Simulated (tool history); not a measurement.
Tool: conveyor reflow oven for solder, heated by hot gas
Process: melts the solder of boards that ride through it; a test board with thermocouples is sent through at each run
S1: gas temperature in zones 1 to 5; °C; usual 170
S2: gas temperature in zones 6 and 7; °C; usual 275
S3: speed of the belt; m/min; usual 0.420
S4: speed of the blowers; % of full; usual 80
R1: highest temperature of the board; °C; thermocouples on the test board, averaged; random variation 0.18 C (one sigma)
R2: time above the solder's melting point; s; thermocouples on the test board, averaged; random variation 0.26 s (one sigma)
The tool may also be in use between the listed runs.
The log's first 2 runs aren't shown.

run,day,S1,S2,S3,S4,R1,R2
3,0.829,170,275,0.420,80,262.9,70.7
4,1.225,170,275,0.394,80,264.3,76.6
5,1.562,171,275,0.394,80,264.6,77.5
6,1.875,171,275,0.394,80,264.7,76.9
7,2.100,170,275,0.420,80,262.7,70.6
8,2.408,170,275,0.420,80,262.8,71.3
9,2.708,170,275,0.420,80,262.9,70.8
10,2.929,170,275,0.420,51,255.6,64.4
11,3.254,170,275,0.420,69,260.6,69.5
12,3.638,170,276,0.420,80,263.5,71.3
13,3.917,170,276,0.420,80,263.8,71.5
14,4.292,170,276,0.420,80,263.9,71.8
15,4.479,170,276,0.420,80,263.8,71.5

Forecast run 16:
16,4.862,182,275,0.420,80,?,?

{"run 16": {"R1": 264.2, "R2": 76.2}}
Without the tool's hidden state the same run would have given R1 264.2 °C, R2 76.2 s.
